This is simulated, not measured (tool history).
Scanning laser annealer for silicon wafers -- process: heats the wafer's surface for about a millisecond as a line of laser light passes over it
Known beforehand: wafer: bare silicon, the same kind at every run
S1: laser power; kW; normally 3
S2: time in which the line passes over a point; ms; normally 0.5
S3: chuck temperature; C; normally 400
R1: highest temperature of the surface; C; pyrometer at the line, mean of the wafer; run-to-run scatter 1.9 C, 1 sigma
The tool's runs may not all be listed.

run   hour     S1     S2   S3    R1
  1      0      3    0.5  400  1086
  2    4.4  3.284    0.5  400  1154
  3   10.7      3    0.5  400  1089
  4     18      3    0.5  400  1087
  5   27.6      3    0.5  400  1086
  6   32.4      3    0.5  400  1088
  7   41.8      3    0.5  400  1087
  8   47.7      3    0.5  400  1089
  9   55.7      3    0.5  400  1089
 10   63.4      3  0.499  400  1082
 11   67.9      3  0.499  400  1089
 12   77.5      3  0.499  400  1089
 13   86.4      3  0.499  400  1085
 14   94.9      3  0.499  400  1086
 15  101.4      3  0.499  400  1085
     104.2  -- window over the wafer cleaned
 16  108.9      3  0.499  400  1082
 17  115.7      3  0.499  400  1082
 18    120      3  0.499  400  1084
     127.1  -- window over the wafer cleaned, once more
 19  127.6  2.786  0.499  388  1039
 20  136.4  2.786  0.499  388  1039
 21  144.9  3.041  0.445  400  1064
 22  150.3  2.596  0.407  400   937
 23  159.3  2.709    0.5  400  1029
 24  167.3  3.212    0.5  376  1128
 25  175.4  3.062  0.478  394  1089
 26  181.5  3.062  0.478  394  1090
 27  189.3  3.062  0.478  394  1092
 28  195.8      3    0.5  425  1129
 29  200.9   3.11  0.476  364  1070
 30  208.7   3.11  0.476  364  1072
 31  217.8  2.884  0.474  368  1018
 32  226.9  2.884  0.396  363   948
 33    231  2.884  0.396  363   951

5 options for the next run, each taken on its own from the tool as it stands now. Forecast them:
  A  237.3  2.884  0.396  394   ?
  B  237.3  2.976  0.396  363   ?
  C  237.3   2.79  0.473  387   ?
  D  237.3  2.569  0.448  435   ?
  E  237.3  3.046  0.436  377   ?

run    R1
  A   978
  B   970
  C  1015
  D   994
  E  1032
Without the tool's hidden state the same runs would have given:
run    R1
  A   989
  B   982
  C  1027
  D  1005
  E  1045
